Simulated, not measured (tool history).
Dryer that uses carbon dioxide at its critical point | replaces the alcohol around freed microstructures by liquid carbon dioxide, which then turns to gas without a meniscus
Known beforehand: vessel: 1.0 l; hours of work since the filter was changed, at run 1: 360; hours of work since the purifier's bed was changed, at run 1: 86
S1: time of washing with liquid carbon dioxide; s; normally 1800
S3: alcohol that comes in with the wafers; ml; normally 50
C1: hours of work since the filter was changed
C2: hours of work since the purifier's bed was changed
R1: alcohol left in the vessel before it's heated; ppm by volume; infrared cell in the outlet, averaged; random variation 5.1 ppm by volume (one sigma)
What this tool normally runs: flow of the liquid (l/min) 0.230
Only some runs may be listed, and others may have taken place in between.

{"run": 1, "day": 0.0, "S1": 1800, "flow of the liquid (l/min)": 0.23, "S3": 50, "C1": 360, "C2": 86, "R1": 144}
{"run": 2, "day": 0.462, "S1": 2700, "flow of the liquid (l/min)": 0.23, "S3": 50, "C1": 365, "C2": 91, "R1": 35}
{"run": 3, "day": 0.8, "S1": 2700, "flow of the liquid (l/min)": 0.23, "S3": 50, "C1": 369, "C2": 95, "R1": 39}
{"run": 4, "day": 1.246, "S1": 2700, "flow of the liquid (l/min)": 0.23, "S3": 50, "C1": 374, "C2": 100, "R1": 35}
{"day": 1.358, "done": "inlet filter changed"}
{"run": 5, "day": 1.592, "S1": 2700, "flow of the liquid (l/min)": 0.23, "S3": 50, "C1": 3, "C2": 104, "R1": 30}
{"run": 6, "day": 2.038, "S1": 2700, "flow of the liquid (l/min)": 0.23, "S3": 50, "C1": 8, "C2": 109, "R1": 34}
{"run": 7, "day": 2.3, "S1": 2700, "flow of the liquid (l/min)": 0.23, "S3": 50, "C1": 11, "C2": 112, "R1": 35}

Run 8 comes next. What will it give?
{"run": 8, "day": 2.621, "S1": 1800, "flow of the liquid (l/min)": 0.163, "S3": 27, "C1": 15, "C2": 116, "R1": "?"}

Logged for run 8: R1 287 ppm by volume.
Were there no unlogged condition in the tool, this run, its random variation unchanged, would have produced R1 245 ppm by volume.
